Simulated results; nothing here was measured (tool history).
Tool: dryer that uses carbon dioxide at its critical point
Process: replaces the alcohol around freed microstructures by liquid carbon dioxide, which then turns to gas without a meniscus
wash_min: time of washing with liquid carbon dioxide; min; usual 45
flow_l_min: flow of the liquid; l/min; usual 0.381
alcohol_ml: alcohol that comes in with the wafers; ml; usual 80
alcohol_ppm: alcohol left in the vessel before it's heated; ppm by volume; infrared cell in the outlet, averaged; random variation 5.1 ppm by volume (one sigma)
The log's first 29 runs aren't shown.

{"run": 30, "hour": 923.7, "wash_min": 40, "flow_l_min": 0.342, "alcohol_ml": 80, "alcohol_ppm": 658}
{"run": 31, "hour": 941.3, "wash_min": 36, "flow_l_min": 0.321, "alcohol_ml": 80, "alcohol_ppm": 1147}
{"run": 32, "hour": 972.0, "wash_min": 36, "flow_l_min": 0.321, "alcohol_ml": 80, "alcohol_ppm": 1233}
{"run": 33, "hour": 1012.7, "wash_min": 36, "flow_l_min": 0.321, "alcohol_ml": 80, "alcohol_ppm": 1254}
{"run": 34, "hour": 1031.3, "wash_min": 36, "flow_l_min": 0.464, "alcohol_ml": 25, "alcohol_ppm": 277}
{"run": 35, "hour": 1069.0, "wash_min": 36, "flow_l_min": 0.464, "alcohol_ml": 25, "alcohol_ppm": 281}
{"hour": 1072.0, "done": "inlet filter changed"}
{"run": 36, "hour": 1091.2, "wash_min": 36, "flow_l_min": 0.591, "alcohol_ml": 80, "alcohol_ppm": 237}
{"run": 37, "hour": 1121.8, "wash_min": 36, "flow_l_min": 0.591, "alcohol_ml": 80, "alcohol_ppm": 231}
{"run": 38, "hour": 1140.4, "wash_min": 36, "flow_l_min": 0.591, "alcohol_ml": 80, "alcohol_ppm": 247}
{"hour": 1183.5, "done": "purifier's bed changed"}
{"run": 39, "hour": 1185.4, "wash_min": 41, "flow_l_min": 0.381, "alcohol_ml": 80, "alcohol_ppm": 140}
{"run": 40, "hour": 1227.8, "wash_min": 41, "flow_l_min": 0.381, "alcohol_ml": 80, "alcohol_ppm": 164}
{"run": 41, "hour": 1265.6, "wash_min": 32, "flow_l_min": 0.256, "alcohol_ml": 109, "alcohol_ppm": 3233}
{"run": 42, "hour": 1291.7, "wash_min": 32, "flow_l_min": 0.256, "alcohol_ml": 109, "alcohol_ppm": 3284}
{"run": 43, "hour": 1312.5, "wash_min": 32, "flow_l_min": 0.256, "alcohol_ml": 109, "alcohol_ppm": 3264}
{"run": 44, "hour": 1345.4, "wash_min": 45, "flow_l_min": 0.381, "alcohol_ml": 78, "alcohol_ppm": 133}

3 ways to go on from here, each from the tool as it stands after run 44. What would each give?
{"run": "A", "hour": 1369.2, "wash_min": 38, "flow_l_min": 0.24, "alcohol_ml": 80, "alcohol_ppm": "?"}
{"run": "B", "hour": 1369.2, "wash_min": 45, "flow_l_min": 0.381, "alcohol_ml": 113, "alcohol_ppm": "?"}
{"run": "C", "hour": 1369.2, "wash_min": 61, "flow_l_min": 0.556, "alcohol_ml": 28, "alcohol_ppm": "?"}

run=A alcohol_ppm=1875
run=B alcohol_ppm=192
run=C alcohol_ppm=32
Without the tool's hidden state the same runs would have given:
run=A alcohol_ppm=1381
run=B alcohol_ppm=96
run=C alcohol_ppm=9
